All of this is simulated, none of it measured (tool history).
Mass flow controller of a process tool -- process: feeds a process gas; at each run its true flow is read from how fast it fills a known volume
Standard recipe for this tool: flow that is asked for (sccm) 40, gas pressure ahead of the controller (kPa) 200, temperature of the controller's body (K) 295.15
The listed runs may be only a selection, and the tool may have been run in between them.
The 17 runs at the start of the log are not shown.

run	day	flow that is asked for (sccm)	gas pressure ahead of the controller (kPa)	temperature of the controller's body (K)	true flow (%)
18	96.417	40	156	303.15	99.38
19	101.888	40	156	303.15	99.36
20	106.242	40	156	303.15	99.44
21	111.962	40	156	303.15	99.44
22	119.283	40	156	303.15	99.45
23	124.1	36	247	304.15	98.83
24	127.858	36	247	304.15	98.73
25	132.604	36	247	304.15	98.75
26	138.308	67	157	294.15	100.43
27	143.008	23	210	300.15	99.31
28	148.621	73	197	293.15	100.28
29	155.825	73	190	311.15	98.76
30	159.646	15	273	295.15	99.12
31	163.167	34	180	296.15	99.81
32	168.638	12	146	297.15	99.94
33	174.738	32	273	298.15	99.1
34	182.275	32	143	303.15	99.52
35	185.504	20	143	305.15	99.15
36	191.192	20	143	305.15	99.16
37	198.958	20	143	305.15	99.04
38	204.742	15	200	300.15	99.19
39	208.196	70	186	295.15	100.14
40	214.038	70	186	295.15	100.22
41	220.842	70	141	294.15	100.65
42	225.025	22	247	295.15	99.4

What if the next run were any one of these 5? Each begins from the tool's condition after run 42:
A	231.329	44	216	295.15	?
B	231.329	17	200	295.15	?
C	231.329	22	247	306.15	?
D	231.329	65	279	310.15	?
E	231.329	17	247	295.15	?

run	true flow (%)
A	99.91
B	99.72
C	98.56
D	98.1
E	99.47
What these runs would have given with no unlogged condition in the tool:
run	true flow (%)
A	99.91
B	99.72
C	98.56
D	98.1
E	99.47

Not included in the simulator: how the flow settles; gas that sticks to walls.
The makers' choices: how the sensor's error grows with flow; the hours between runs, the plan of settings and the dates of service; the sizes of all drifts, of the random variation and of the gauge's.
